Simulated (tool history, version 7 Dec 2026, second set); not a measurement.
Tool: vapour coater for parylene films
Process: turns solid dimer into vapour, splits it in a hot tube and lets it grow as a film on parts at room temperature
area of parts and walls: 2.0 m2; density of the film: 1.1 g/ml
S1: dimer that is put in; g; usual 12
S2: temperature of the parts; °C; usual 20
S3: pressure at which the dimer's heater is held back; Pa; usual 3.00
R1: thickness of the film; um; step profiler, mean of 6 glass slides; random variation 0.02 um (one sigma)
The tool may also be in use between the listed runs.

run   hour  S1  S2    S3    R1
  1    0.0  12  20  3.00  3.14
  2   21.4  12  20  3.00  3.21
  3   40.3  12  20  3.00  3.14
  4   52.7  12  20  5.83  2.72
      59.7  -- trap's valve overhauled
  5   75.4  12  20  3.00  3.43
  6   96.1  12  20  3.00  3.44
  7  117.2  12  20  3.00  3.45
  8  133.0  12  20  3.00  3.40
  9  154.1  12  17  3.00  3.74
 10  167.1  12  17  3.00  3.77
 11  179.0  12  17  3.00  3.75
 12  196.1  12  25  3.00  2.85
 13  208.5  12  25  3.00  2.86
 14  223.5  12  25  3.00  2.87
 15  236.6  12  25  3.00  2.83
 16  247.6  12  25  3.00  2.82
 17  269.0  22  20  3.33  5.99

Forecast run 18:
 18  287.7  22  20  3.33   ?

R1: 5.95 um
Without the tool's hidden state the same run would have given R1 6.16 um.

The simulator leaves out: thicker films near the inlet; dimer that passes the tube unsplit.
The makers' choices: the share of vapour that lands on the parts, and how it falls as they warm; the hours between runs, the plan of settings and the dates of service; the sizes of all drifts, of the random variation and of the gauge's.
